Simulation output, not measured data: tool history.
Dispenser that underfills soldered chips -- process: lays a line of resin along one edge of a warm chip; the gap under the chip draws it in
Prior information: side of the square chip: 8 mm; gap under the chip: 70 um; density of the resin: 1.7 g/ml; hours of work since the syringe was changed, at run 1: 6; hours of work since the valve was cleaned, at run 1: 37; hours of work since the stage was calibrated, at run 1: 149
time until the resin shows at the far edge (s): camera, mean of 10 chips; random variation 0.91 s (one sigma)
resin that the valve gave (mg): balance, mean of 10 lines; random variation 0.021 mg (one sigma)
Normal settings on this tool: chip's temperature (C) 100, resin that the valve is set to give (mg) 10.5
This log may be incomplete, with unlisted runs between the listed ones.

run,hour,chip's temperature (C),resin that the valve is set to give (mg),hours of work since the syringe was changed,hours of work since the valve was cleaned,hours of work since the stage was calibrated,time until the resin shows at the far edge (s),resin that the valve gave (mg)
1,0.0,100,10.5,6,37,149,143.8,10.24
# hour 4.9: new syringe of resin
2,4.9,100,10.5,0,40,152,84.4,10.23
3,10.8,100,10.5,4,44,155,120.6,10.21
# hour 19.1: new syringe of resin
4,19.1,100,10.5,0,49,160,87.1,10.18
# hour 23.2: dispensing valve cleaned and set on the balance
5,24.1,100,10.5,3,1,163,108.6,10.52
6,29.9,100,10.5,6,4,167,148.1,10.51
# hour 34.3: new syringe of resin
7,35.8,100,10.5,1,8,170,93.7,10.47
8,41.5,100,10.5,5,11,174,123.8,10.43
9,45.6,100,10.5,7,14,176,157.8,10.46
# hour 48.8: new syringe of resin
10,51.7,100,12.8,2,18,180,97.0,12.66
11,55.3,100,12.8,4,20,182,115.9,12.62
12,62.1,100,12.8,8,24,187,169.8,12.63
# hour 63.1: new syringe of resin
13,70.6,100,10.5,5,29,192,127.9,10.29
14,74.8,100,10.4,7,32,194,164.7,10.19
# hour 77.1: new syringe of resin
15,80.5,100,10.5,2,36,198,103.7,10.28
16,88.2,100,10.5,7,40,203,156.1,10.19
# hour 91.0: new syringe of resin
17,94.7,100,10.5,2,44,207,103.7,10.18
18,99.7,100,9.8,6,47,210,141.5,9.52
# hour 105.2: new syringe of resin
# hour 106.6: dispensing valve cleaned and set on the balance
19,106.6,99,10.1,0,0,213,93.9,10.10
20,111.4,94,10.5,3,3,216,141.9,10.48
21,119.4,91,11.6,8,8,221,234.6,11.50
# hour 120.4: new syringe of resin
22,127.4,91,11.6,4,13,226,168.5,11.49
23,131.2,87,12.2,7,15,229,235.0,12.06
# hour 134.8: new syringe of resin
24,136.1,110,10.5,1,18,232,65.0,10.37
25,143.7,110,10.5,6,23,236,100.1,10.32
26,148.0,102,10.3,8,26,239,165.9,10.13
# hour 148.9: new syringe of resin
27,154.1,90,8.9,3,29,243,167.7,8.70
28,157.8,90,8.9,6,32,245,202.7,8.70
# hour 162.7: new syringe of resin
29,162.9,106,11.0,0,35,248,70.3,10.71
30,169.6,106,10.7,4,39,252,102.1,10.42
# hour 176.8: new syringe of resin
31,178.3,108,12.8,1,44,258,67.4,12.43
32,183.7,108,12.8,4,48,261,92.0,12.36
33,187.7,108,12.8,7,50,264,109.8,12.37
# hour 189.8: dispensing valve cleaned and set on the balance
# hour 192.1: new syringe of resin
34,197.2,112,9.9,3,4,269,75.6,9.88
35,203.5,112,8.9,7,8,273,109.0,8.85
# hour 206.3: new syringe of resin
36,207.7,115,12.1,1,11,275,54.9,12.08

4 options for the next run, each taken on its own from the tool as it stands now. Forecast them:
A,213.3,94,12.1,4,14,279,?,?
B,213.3,100,12.4,4,14,279,?,?
C,213.3,85,12.2,4,14,279,?,?
D,213.3,91,10.5,4,14,279,?,?

run,time until the resin shows at the far edge (s),resin that the valve gave (mg)
A,151.6,12.01
B,119.2,12.29
C,207.8,12.10
D,172.3,10.41
The same runs, with their run-to-run variation unchanged, on a tool lacking any hidden condition would have given:
run,time until the resin shows at the far edge (s),resin that the valve gave (mg)
A,104.6,12.11
B,82.1,12.39
C,143.5,12.20
D,118.8,10.50
